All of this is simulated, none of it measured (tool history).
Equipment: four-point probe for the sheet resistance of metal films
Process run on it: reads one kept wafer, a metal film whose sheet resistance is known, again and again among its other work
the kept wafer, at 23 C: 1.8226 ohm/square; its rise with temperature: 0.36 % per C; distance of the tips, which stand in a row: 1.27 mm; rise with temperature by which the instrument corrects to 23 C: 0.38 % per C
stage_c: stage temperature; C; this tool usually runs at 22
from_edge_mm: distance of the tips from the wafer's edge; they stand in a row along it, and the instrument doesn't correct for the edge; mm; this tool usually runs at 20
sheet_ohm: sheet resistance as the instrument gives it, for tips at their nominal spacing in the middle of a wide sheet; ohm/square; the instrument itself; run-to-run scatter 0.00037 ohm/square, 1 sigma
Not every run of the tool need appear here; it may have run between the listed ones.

run	hour	stage_c	from_edge_mm	sheet_ohm
1	0.0	22	20	1.830041
2	28.2	22	20	1.830176
3	41.4	22	20	1.829475
4	72.3	22	20	1.829969
5	85.6	22	20	1.830081
6	118.1	22	20	1.830117
7	140.8	22	3	1.985500
8	167.8	22	3	1.984780
9	184.9	22	74	1.826342
10	217.6	22	74	1.826439
11	239.9	29	20	1.827417
12	268.8	29	20	1.827727
13	289.3	29	20	1.827336
14	317.1	22	20	1.830307
15	343.1	22	20	1.829959
16	358.2	22	12	1.837340
17	388.4	22	12	1.837388
18	412.4	22	5	1.887410
19	431.3	22	5	1.887848
20	463.4	25	5	1.887061
21	493.1	25	5	1.886191
22	519.5	22	20	1.830032
23	552.1	22	20	1.829749

Estimate the outcome of run 24 from the log above:
24	581.6	22	20	?

Run 24 came out at sheet_ohm 1.830349 ohm/square.
Minus the tool's unlogged condition, the same run would have read sheet_ohm 1.826997 ohm/square.
